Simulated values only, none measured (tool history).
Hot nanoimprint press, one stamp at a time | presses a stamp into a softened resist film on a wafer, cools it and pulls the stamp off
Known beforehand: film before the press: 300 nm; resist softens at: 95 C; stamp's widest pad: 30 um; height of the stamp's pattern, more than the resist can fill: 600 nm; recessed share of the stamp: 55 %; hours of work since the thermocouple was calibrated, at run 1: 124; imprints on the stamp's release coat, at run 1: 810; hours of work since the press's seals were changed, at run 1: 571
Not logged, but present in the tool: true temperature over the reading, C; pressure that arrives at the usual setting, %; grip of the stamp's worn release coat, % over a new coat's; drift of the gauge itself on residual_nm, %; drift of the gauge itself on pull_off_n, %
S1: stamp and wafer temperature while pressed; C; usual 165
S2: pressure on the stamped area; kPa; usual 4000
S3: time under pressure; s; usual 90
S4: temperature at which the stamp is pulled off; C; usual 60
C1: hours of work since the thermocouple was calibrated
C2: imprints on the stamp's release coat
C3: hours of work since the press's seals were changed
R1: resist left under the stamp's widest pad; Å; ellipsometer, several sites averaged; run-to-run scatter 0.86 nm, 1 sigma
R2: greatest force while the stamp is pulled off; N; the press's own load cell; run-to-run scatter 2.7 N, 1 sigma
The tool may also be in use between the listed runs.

run,hour,S1,S2,S3,S4,C1,C2,C3,R1,R2
1,0,165,4000,90,60,124,810,571,1375,147
2,30.8,165,4000,90,60,139,885,585,1368,152
3,82.6,165,4000,90,60,164,1010,610,1384,148
4,149.5,165,4000,90,49,196,1172,642,1393,196
5,182.9,165,4120,90,60,212,1253,659,1375,158
6,239.3,165,4000,90,60,240,1390,686,1405,160
7,281.5,165,4000,90,60,260,1492,706,1416,162
8,323,165,4000,90,47,280,1592,726,1422,215
# hour 363.7: plate thermocouple calibrated
9,387,165,4000,90,56,11,1740,755,1354,180
10,428,165,4000,90,56,31,1839,775,1358,182
# hour 468.7: stamp cleaned and given a new release coat
# hour 481.9: press's hydraulic seals changed and the load cell set to zero
11,481.9,175,4000,90,60,50,12,0,781,121
12,532.5,165,2820,90,60,75,135,24,1556,127
13,587.3,165,2820,90,60,101,267,51,1569,133
14,622.1,156,2820,90,60,118,352,68,2258,136
15,657.3,165,4000,90,60,135,437,84,1345,140
16,703.2,165,5110,90,59,157,548,107,1239,135
17,755.5,169,5110,82,59,182,675,132,1037,142
18,815.3,165,4000,76,53,211,819,161,1465,172
19,858.2,154,2830,76,66,231,923,181,2519,127
20,928.8,154,2830,76,66,265,1094,215,2511,129
21,964.7,165,4000,96,46,283,1181,232,1371,206
# hour 997.5: plate thermocouple calibrated
22,1037.8,171,4000,90,50,19,1351,266,977,195
23,1069.7,171,4000,90,50,35,1428,282,979,195
24,1105.1,171,4000,90,50,52,1514,299,988,192
25,1149.8,171,3420,90,51,73,1622,320,1073,197
26,1197.3,153,3420,90,47,96,1737,343,2401,218
27,1226,155,4000,90,48,110,1807,357,2178,217
# hour 1277.8: stamp cleaned and given a new release coat
28,1277.8,165,4000,90,61,132,0,379,1370,122
29,1315.4,165,4000,90,61,150,91,397,1376,126

3 options for the next run, each taken on its own from the tool as it stands now. Forecast them:
A,1363.3,165,4690,130,60,173,207,420,?,?
B,1363.3,165,5620,47,45,173,207,420,?,?
C,1363.3,164,4000,47,61,173,207,420,?,?

run,R1,R2
A,1115,128
B,1555,182
C,1854,124
With no hidden state in the tool, these same runs would have given:
run,R1,R2
A,1059,121
B,1482,173
C,1786,118
